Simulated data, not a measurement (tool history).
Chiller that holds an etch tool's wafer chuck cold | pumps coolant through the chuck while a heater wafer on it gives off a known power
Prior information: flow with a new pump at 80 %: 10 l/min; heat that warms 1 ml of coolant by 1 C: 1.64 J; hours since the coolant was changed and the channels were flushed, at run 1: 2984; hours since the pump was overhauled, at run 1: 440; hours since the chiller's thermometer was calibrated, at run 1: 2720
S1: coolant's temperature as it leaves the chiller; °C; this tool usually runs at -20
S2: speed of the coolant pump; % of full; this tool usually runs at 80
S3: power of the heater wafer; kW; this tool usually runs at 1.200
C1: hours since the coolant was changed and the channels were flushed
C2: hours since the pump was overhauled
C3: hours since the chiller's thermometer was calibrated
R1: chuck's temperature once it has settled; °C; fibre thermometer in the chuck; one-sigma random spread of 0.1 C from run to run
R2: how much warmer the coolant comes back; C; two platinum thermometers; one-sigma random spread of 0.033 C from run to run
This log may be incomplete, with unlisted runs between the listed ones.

run	hour	S1	S2	S3	C1	C2	C3	R1	R2
1	0.0	-20	80	1.200	2984	440	2720	-10.9	4.38
2	29.1	-20	80	1.200	3013	469	2749	-11.2	4.39
3	48.3	-20	80	1.200	3032	488	2769	-11.2	4.44
4	70.6	-20	80	1.385	3054	510	2791	-9.8	5.13
5	98.3	-20	80	1.374	3082	538	2819	-9.7	5.11
6	111.5	-20	80	1.374	3095	551	2832	-9.6	5.07
7	126.2	-20	80	1.374	3110	566	2847	-9.8	5.07
8	141.1	-20	80	1.374	3125	581	2861	-9.9	5.08
9	170.9	-20	80	1.374	3154	611	2891	-9.8	5.10
10	200.1	-20	80	1.374	3184	640	2921	-9.7	5.16
11	217.9	-20	80	1.374	3201	658	2938	-9.9	5.10
12	240.9	-20	80	1.374	3224	681	2961	-9.8	5.10
13	259.0	-20	80	1.200	3243	699	2979	-11.0	4.43
14	274.8	-20	80	1.200	3258	715	2995	-10.9	4.46
15	296.1	-20	80	1.200	3280	736	3016	-11.1	4.39
16	316.8	-24	80	1.200	3300	757	3037	-15.3	4.47
17	334.3	-11	73	0.792	3318	774	3055	-4.7	3.18
18	352.0	-11	73	0.792	3336	792	3072	-4.3	3.27
19	368.3	-12	77	1.337	3352	808	3089	-1.7	5.14
# hour 376.3: coolant pump overhauled
20	386.8	-12	77	1.337	3365	11	3102	-1.6	5.15
21	415.6	-20	70	1.650	3394	39	3131	-6.5	6.97
22	443.4	-20	70	1.650	3422	67	3159	-6.5	7.01
23	456.9	-22	93	1.650	3435	81	3172	-10.8	5.29
24	473.3	-22	93	1.650	3452	97	3189	-10.8	5.33
25	495.3	-26	92	0.685	3474	119	3211	-21.2	2.21
# hour 517.3: coolant pump overhauled, once more
26	524.0	-13	65	1.200	3498	7	3234	-2.7	5.47
27	549.6	-13	65	1.200	3523	32	3260	-2.7	5.39
28	578.2	-13	65	1.200	3552	61	3289	-2.5	5.37
29	597.7	-13	65	1.200	3571	80	3308	-2.5	5.36
30	622.5	-13	82	1.200	3596	105	3333	-4.1	4.26
31	636.3	-12	61	0.760	3610	119	3347	-5.1	3.62

Below, some changes in R1 between adjacent runs. For each, the amount present without the hidden state too (settings, incoming material, random variation) and the amount remaining for the hidden state with gauge scatter not shared by both compared results:
Hidden state at play: heat passed by the chuck's channels, % of clean ones'; flow at a given pump speed, % of a new pump's; coolant's true temperature over the reading, C; drift of the gauge itself on chuck_c, C; drift of the gauge itself on warmer_back_c, C.
Run 16 -> 17: S1 -24 -> -11, S2 80 -> 73, S3 1.200 -> 0.792. R1 +10.6 °C: hidden state -0.1, all else +10.7.
Run 18 -> 19: S1 -11 -> -12, S2 73 -> 77, S3 0.792 -> 1.337. R1 +2.6 °C: hidden state +0.2, all else +2.4.
Run 20 -> 21: S1 -12 -> -20, S2 77 -> 70, S3 1.337 -> 1.650. R1 -4.9 °C: hidden state +0.2, all else -5.1.
Run 24 -> 25: S1 -22 -> -26, S2 93 -> 92, S3 1.650 -> 0.685. R1 -10.4 °C: hidden state -0.3, all else -10.1.
Run 25 -> 26: S1 -26 -> -13, S2 92 -> 65, S3 0.685 -> 1.200, coolant pump overhauled, once more. R1 +18.5 °C: hidden state +0.1, all else +18.4.
